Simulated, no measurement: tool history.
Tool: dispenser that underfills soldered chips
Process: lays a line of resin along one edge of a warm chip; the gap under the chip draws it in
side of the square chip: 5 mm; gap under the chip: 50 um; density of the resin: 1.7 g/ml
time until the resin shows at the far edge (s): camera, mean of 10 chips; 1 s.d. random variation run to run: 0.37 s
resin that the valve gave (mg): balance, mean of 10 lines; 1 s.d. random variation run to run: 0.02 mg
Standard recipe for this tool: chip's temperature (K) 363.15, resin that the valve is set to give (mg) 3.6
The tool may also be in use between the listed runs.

| run | day | chip's temperature (K) | resin that the valve is set to give (mg) | time until the resin shows at the far edge (s) | resin that the valve gave (mg) |
|---|---|---|---|---|---|
| 1 | 0 | 363.15 | 3.6 | 31 | 3.6 |
|  | 0.158 | new syringe of resin |
| 2 | 0.288 | 363.15 | 3.6 | 25.1 | 3.58 |
|  | 0.821 | new syringe of resin |
| 3 | 0.879 | 363.15 | 3.6 | 24.4 | 3.57 |
| 4 | 1.312 | 363.15 | 3.6 | 31.5 | 3.55 |
|  | 1.471 | new syringe of resin |
| 5 | 1.679 | 363.15 | 3.6 | 26 | 3.54 |
| 6 | 1.921 | 363.15 | 3.6 | 29.7 | 3.54 |
|  | 2.158 | new syringe of resin |
| 7 | 2.508 | 363.15 | 3.6 | 29.4 | 3.54 |
|  | 2.808 | new syringe of resin |
| 8 | 3.058 | 363.15 | 3.6 | 27.4 | 3.47 |
|  | 3.375 | dispensing valve cleaned and set on the balance |
|  | 3.492 | new syringe of resin |
| 9 | 3.492 | 363.15 | 3.6 | 23.4 | 3.59 |
| 10 | 3.783 | 363.15 | 3.6 | 27.7 | 3.57 |
|  | 4.138 | new syringe of resin |
| 11 | 4.275 | 363.15 | 3.6 | 24.9 | 3.54 |
| 12 | 4.562 | 363.15 | 3.6 | 30.3 | 3.53 |
|  | 4.783 | new syringe of resin |
| 13 | 4.925 | 363.15 | 3.6 | 25.8 | 3.52 |
| 14 | 5.196 | 363.15 | 3.6 | 30.1 | 3.51 |
|  | 5.442 | new syringe of resin |
| 15 | 5.742 | 363.15 | 3.22 | 29.2 | 3.12 |
| 16 | 6.021 | 358.15 | 4.25 | 39.4 | 4.13 |
|  | 6.108 | new syringe of resin |
| 17 | 6.462 | 358.15 | 4.25 | 34.5 | 4.08 |
|  | 6.762 | dispensing valve cleaned and set on the balance |
|  | 6.812 | new syringe of resin |
| 18 | 7.033 | 360.15 | 4.56 | 29.9 | 4.54 |
| 19 | 7.296 | 365.15 | 3.14 | 30.2 | 3.14 |
|  | 7.475 | new syringe of resin |
| 20 | 7.704 | 376.15 | 3.97 | 17.1 | 3.96 |
|  | 8.138 | new syringe of resin |
| 21 | 8.138 | 376.15 | 3.97 | 15.4 | 3.92 |
| 22 | 8.646 | 364.15 | 3.42 | 31.4 | 3.34 |
|  | 8.779 | new syringe of resin |
| 23 | 9.067 | 364.15 | 3.42 | 28.8 | 3.34 |
|  | 9.417 | new syringe of resin |
| 24 | 9.5 | 364.15 | 3.42 | 24.1 | 3.32 |
|  | 10.062 | new syringe of resin |
| 25 | 10.062 | 364.15 | 3.42 | 23.3 | 3.31 |
|  | 10.142 | dispensing valve cleaned and set on the balance |
| 26 | 10.65 | 377.15 | 3.96 | 21 | 3.96 |
|  | 10.767 | new syringe of resin |
| 27 | 11.079 | 376.15 | 3.94 | 19 | 3.92 |

Consider 5 possible next runs. They are alternatives, not a sequence: every one starts from the tool as it was left by run 27. What does each give?
|  | 11.412 | new syringe of resin |
| A | 11.433 | 363.15 | 3.94 | ? | ? |
|  | 11.412 | new syringe of resin |
| B | 11.433 | 364.15 | 4.44 | ? | ? |
|  | 11.412 | new syringe of resin |
| C | 11.433 | 361.15 | 3.54 | ? | ? |
|  | 11.412 | new syringe of resin |
| D | 11.433 | 376.15 | 4.28 | ? | ? |
|  | 11.412 | new syringe of resin |
| E | 11.433 | 374.15 | 4.46 | ? | ? |

| run | time until the resin shows at the far edge (s) | resin that the valve gave (mg) |
|---|---|---|
| A | 25.1 | 3.9 |
| B | 23.6 | 4.39 |
| C | 26.9 | 3.51 |
| D | 16.4 | 4.26 |
| E | 16.9 | 4.42 |
What these runs would have given with no unlogged condition in the tool:
| run | time until the resin shows at the far edge (s) | resin that the valve gave (mg) |
|---|---|---|
| A | 22.3 | 3.95 |
| B | 20.9 | 4.44 |
| C | 23.8 | 3.55 |
| D | 14.6 | 4.31 |
| E | 15 | 4.47 |
